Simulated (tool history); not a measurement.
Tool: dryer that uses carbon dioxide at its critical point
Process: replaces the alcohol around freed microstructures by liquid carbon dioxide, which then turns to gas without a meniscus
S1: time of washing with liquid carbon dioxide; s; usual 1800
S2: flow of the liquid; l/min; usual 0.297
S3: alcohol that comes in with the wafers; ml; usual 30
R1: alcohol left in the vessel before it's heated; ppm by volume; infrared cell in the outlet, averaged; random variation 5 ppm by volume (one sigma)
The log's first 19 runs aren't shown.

| run | hour | S1 | S2 | S3 | R1 |
|---|---|---|---|---|---|
| 20 | 677.0 | 1800 | 0.224 | 30 | 258 |
| 21 | 712.6 | 1800 | 0.297 | 115 | 201 |
| 22 | 762.0 | 1800 | 0.497 | 53 | 29 |
| 23 | 794.8 | 1800 | 0.497 | 53 | 27 |
| 24 | 816.9 | 1800 | 0.497 | 53 | 38 |
| 25 | 851.7 | 1800 | 0.497 | 53 | 31 |
| 26 | 889.6 | 1440 | 0.458 | 53 | 35 |
| 27 | 937.9 | 1440 | 0.445 | 91 | 73 |
| 28 | 977.9 | 1680 | 0.297 | 31 | 113 |
| 29 | 1029.7 | 1560 | 0.297 | 30 | 160 |
| 30 | 1078.2 | 1920 | 0.243 | 30 | 158 |
| 31 | 1116.0 | 2820 | 0.205 | 119 | 187 |
| 32 | 1143.9 | 2280 | 0.324 | 30 | 31 |
| 33 | 1176.3 | 2280 | 0.324 | 30 | 43 |
| 34 | 1215.1 | 2280 | 0.324 | 30 | 42 |
| 35 | 1242.1 | 2100 | 0.226 | 30 | 169 |
| 36 | 1276.9 | 2400 | 0.446 | 30 | 30 |
| 37 | 1314.8 | 1320 | 0.446 | 30 | 75 |
| 38 | 1348.4 | 1680 | 0.297 | 29 | 131 |
| 39 | 1395.9 | 1680 | 0.297 | 29 | 142 |
| 40 | 1420.0 | 1800 | 0.463 | 52 | 41 |
| 41 | 1442.9 | 1800 | 0.187 | 21 | 530 |

Forecast each of these 3 alternatives for the next run:
| A | 1489.9 | 1800 | 0.218 | 47 | ? |
| B | 1489.9 | 1380 | 0.237 | 91 | ? |
| C | 1489.9 | 1620 | 0.393 | 21 | ? |

| run | R1 |
|---|---|
| A | 631 |
| B | 2428 |
| C | 56 |
Without the tool's hidden state the same runs would have given:
| run | R1 |
|---|---|
| A | 382 |
| B | 1635 |
| C | 16 |
